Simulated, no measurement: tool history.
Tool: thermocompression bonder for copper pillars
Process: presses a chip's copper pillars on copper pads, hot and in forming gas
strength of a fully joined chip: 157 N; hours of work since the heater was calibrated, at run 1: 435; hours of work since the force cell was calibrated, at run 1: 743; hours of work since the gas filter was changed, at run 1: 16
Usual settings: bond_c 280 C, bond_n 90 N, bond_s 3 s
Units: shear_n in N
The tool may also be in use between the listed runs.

run,day,bond_c,bond_n,bond_s,hours of work since the heater was calibrated,hours of work since the force cell was calibrated,hours of work since the gas filter was changed,shear_n
1,0,280,90,3,435,743,16,108.3
2,2.596,280,90,3,475,784,57,105.7
3,4.383,280,90,7,504,812,85,123.4
# day 5.358: force cell calibrated
4,6.55,280,90,7,537,19,119,119.2
5,8.717,280,90,7,571,53,153,116.7
# day 9.321: forming gas filter changed
6,9.979,280,96,7,590,72,10,130.7
7,12.829,280,96,7,635,117,55,127.1
# day 14.942: force cell calibrated, once more
8,15.062,280,90,3,669,2,89,103.7
9,16.954,305,90,5,699,32,119,125.7
10,18.921,309,60,4,730,63,150,106.7
# day 19.575: forming gas filter changed
11,21.021,294,109,2,763,95,23,115.6
12,22.504,294,109,2,786,119,46,111.1
13,24.862,259,90,3,823,156,83,86.9
14,26.221,268,77,2,845,177,105,73.9
15,28.558,268,77,2,882,214,141,72.1
# day 29.908: forming gas filter changed
16,30.454,268,90,3,911,244,9,96.8

Hidden state at the last listed run before each entry between runs and at the first one after, where it differs:
Between runs 3 and 4: force cell calibrated (day 5.358)
  true temperature of the bond over the reading, C: -5.5 -> -5.9; force that reaches the chip, % of what is set: 96.1 -> 94.3; oxide that the forming gas leaves, % of the face: 5.91 -> 8.27
  measured less the result without the state, shear_n: -11.7 -> -15.7 N
Between runs 5 and 6: forming gas filter changed (day 9.321)
  true temperature of the bond over the reading, C: -6.2 -> -6.4; force that reaches the chip, % of what is set: 94.2 -> 94.1; oxide that the forming gas leaves, % of the face: 10.31 -> 1.31
  measured less the result without the state, shear_n: -18.6 -> -6.7 N
Between runs 7 and 8: force cell calibrated, once more (day 14.942)
  true temperature of the bond over the reading, C: -6.9 -> -7.2; force that reaches the chip, % of what is set: 93.9 -> 99.6; oxide that the forming gas leaves, % of the face: 4.24 -> 6.49
  measured less the result without the state, shear_n: -11 -> -12.2 N
Between runs 10 and 11: forming gas filter changed (day 19.575)
  true temperature of the bond over the reading, C: -7.9 -> -8.2; force that reaches the chip, % of what is set: 99.3 -> 99.2; oxide that the forming gas leaves, % of the face: 10.39 -> 2.2
  measured less the result without the state, shear_n: -16.9 -> -7.9 N
Between runs 15 and 16: forming gas filter changed (day 29.908)
  true temperature of the bond over the reading, C: -9.4 -> -9.7; force that reaches the chip, % of what is set: 98.7 -> 98.5; oxide that the forming gas leaves, % of the face: 9.37 -> 1.2
  measured less the result without the state, shear_n: -14.8 -> -9.1 N

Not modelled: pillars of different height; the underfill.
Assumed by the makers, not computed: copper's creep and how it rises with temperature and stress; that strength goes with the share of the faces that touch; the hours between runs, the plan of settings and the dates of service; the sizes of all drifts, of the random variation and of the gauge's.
